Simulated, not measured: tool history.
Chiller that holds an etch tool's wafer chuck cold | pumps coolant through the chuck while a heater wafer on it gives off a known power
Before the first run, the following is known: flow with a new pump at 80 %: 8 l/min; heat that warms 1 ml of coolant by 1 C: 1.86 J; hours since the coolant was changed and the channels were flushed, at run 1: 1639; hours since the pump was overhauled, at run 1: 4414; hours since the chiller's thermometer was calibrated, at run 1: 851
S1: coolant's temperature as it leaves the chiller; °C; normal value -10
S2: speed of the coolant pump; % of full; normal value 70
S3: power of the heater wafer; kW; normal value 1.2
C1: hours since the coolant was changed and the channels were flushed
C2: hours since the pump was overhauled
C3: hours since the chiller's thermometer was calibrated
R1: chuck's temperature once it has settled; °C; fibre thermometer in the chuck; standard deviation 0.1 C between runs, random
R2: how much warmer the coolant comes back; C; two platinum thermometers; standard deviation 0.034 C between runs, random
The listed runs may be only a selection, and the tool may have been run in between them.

| run | hour | S1 | S2 | S3 | C1 | C2 | C3 | R1 | R2 |
|---|---|---|---|---|---|---|---|---|---|
| 1 | 0 | -10 | 70 | 1.2 | 1639 | 4414 | 851 | 3.7 | 5.55 |
| 2 | 69.7 | -10 | 70 | 1.2 | 1708 | 4483 | 920 | 3.7 | 5.48 |
| 3 | 159.7 | -10 | 70 | 1.2 | 1798 | 4573 | 1011 | 3.8 | 5.54 |
| 4 | 238.3 | -10 | 70 | 1.2 | 1877 | 4652 | 1089 | 3.9 | 5.44 |
| 5 | 354.3 | -10 | 70 | 1.2 | 1993 | 4768 | 1205 | 3.9 | 5.45 |
| 6 | 489.6 | -10 | 70 | 1.2 | 2128 | 4903 | 1340 | 3.7 | 5.53 |
| 7 | 619.9 | -11 | 70 | 1.2 | 2258 | 5034 | 1471 | 2.7 | 5.55 |
| 8 | 749.4 | -11 | 61 | 1.2 | 2388 | 5163 | 1600 | 4 | 6.28 |
| 9 | 875.2 | -10 | 70 | 1.2 | 2514 | 5289 | 1726 | 3.7 | 5.48 |
| 10 | 1009.6 | -10 | 70 | 1.2 | 2648 | 5423 | 1860 | 3.6 | 5.56 |
| 11 | 1145.7 | -10 | 70 | 0.759 | 2784 | 5559 | 1996 | -1.2 | 3.48 |
| 12 | 1260.8 | -10 | 70 | 0.858 | 2899 | 5674 | 2112 | -0.1 | 3.91 |
| 13 | 1333.5 | -10 | 70 | 0.858 | 2972 | 5747 | 2184 | -0.3 | 3.96 |
| 14 | 1402.3 | -10 | 70 | 0.858 | 3041 | 5816 | 2253 | -0.2 | 3.98 |
| 15 | 1464.7 | -7 | 70 | 0.858 | 3103 | 5878 | 2316 | 2.8 | 3.97 |
| 16 | 1528.2 | -10 | 70 | 1.2 | 3167 | 5942 | 2379 | 3.9 | 5.55 |
| 17 | 1653.2 | -2 | 70 | 0.752 | 3292 | 6067 | 2504 | 6.7 | 3.47 |
| 18 | 1758.4 | -13 | 95 | 1.063 | 3397 | 6172 | 2609 | -2.9 | 3.59 |
| 19 | 1845.1 | -13 | 95 | 1.222 | 3484 | 6259 | 2696 | -1.3 | 4.19 |
| 20 | 1950.1 | -13 | 95 | 1.222 | 3589 | 6364 | 2801 | -1.3 | 4.23 |
| 21 | 2067.9 | -15 | 73 | 1.401 | 3706 | 6482 | 2919 | 0.9 | 6.19 |
| 22 | 2172.1 | -18 | 79 | 1.401 | 3811 | 6586 | 3023 | -3 | 5.72 |
| 23 | 2236.2 | -18 | 73 | 0.693 | 3875 | 6650 | 3087 | -10.2 | 3.05 |
|  | 2367.9 | coolant pump overhauled |
| 24 | 2376.4 | -10 | 62 | 0.712 | 4010 | 9 | 3222 | -1.3 | 3.67 |
| 25 | 2459 | -10 | 82 | 1.2 | 4093 | 91 | 3305 | 2.5 | 4.67 |
| 26 | 2590 | -10 | 91 | 1.388 | 4224 | 222 | 3436 | 3.5 | 4.93 |
| 27 | 2660.4 | -9 | 70 | 1.2 | 4294 | 292 | 3506 | 4.8 | 5.47 |
| 28 | 2752.3 | -15 | 70 | 0.991 | 4386 | 384 | 3598 | -3.7 | 4.55 |
| 29 | 2825.3 | 0 | 86 | 1.2 | 4459 | 457 | 3671 | 12.2 | 4.48 |
| 30 | 2917.6 | 0 | 86 | 1.2 | 4551 | 550 | 3763 | 12.2 | 4.49 |
| 31 | 2989.2 | 0 | 86 | 1.2 | 4623 | 621 | 3835 | 12.2 | 4.5 |

Here are 5 independent what-if runs from the current tool condition. What would each one return?
| A | 3113.3 | -10 | 86 | 1.2 | 4747 | 745 | 3959 | ? | ? |
| B | 3113.3 | -10 | 91 | 1.2 | 4747 | 745 | 3959 | ? | ? |
| C | 3113.3 | -8 | 99 | 0.766 | 4747 | 745 | 3959 | ? | ? |
| D | 3113.3 | -10 | 70 | 1.735 | 4747 | 745 | 3959 | ? | ? |
| E | 3113.3 | 0 | 76 | 1.381 | 4747 | 745 | 3959 | ? | ? |

| run | R1 | R2 |
|---|---|---|
| A | 2.1 | 4.49 |
| B | 1.8 | 4.3 |
| C | -0.9 | 2.54 |
| D | 9.9 | 7.97 |
| E | 15.1 | 5.81 |
The same runs, with their run-to-run variation unchanged, on a tool lacking any hidden condition would have given:
| run | R1 | R2 |
|---|---|---|
| A | 2.1 | 4.49 |
| B | 1.8 | 4.3 |
| C | -0.9 | 2.54 |
| D | 9.8 | 7.97 |
| E | 15 | 5.8 |

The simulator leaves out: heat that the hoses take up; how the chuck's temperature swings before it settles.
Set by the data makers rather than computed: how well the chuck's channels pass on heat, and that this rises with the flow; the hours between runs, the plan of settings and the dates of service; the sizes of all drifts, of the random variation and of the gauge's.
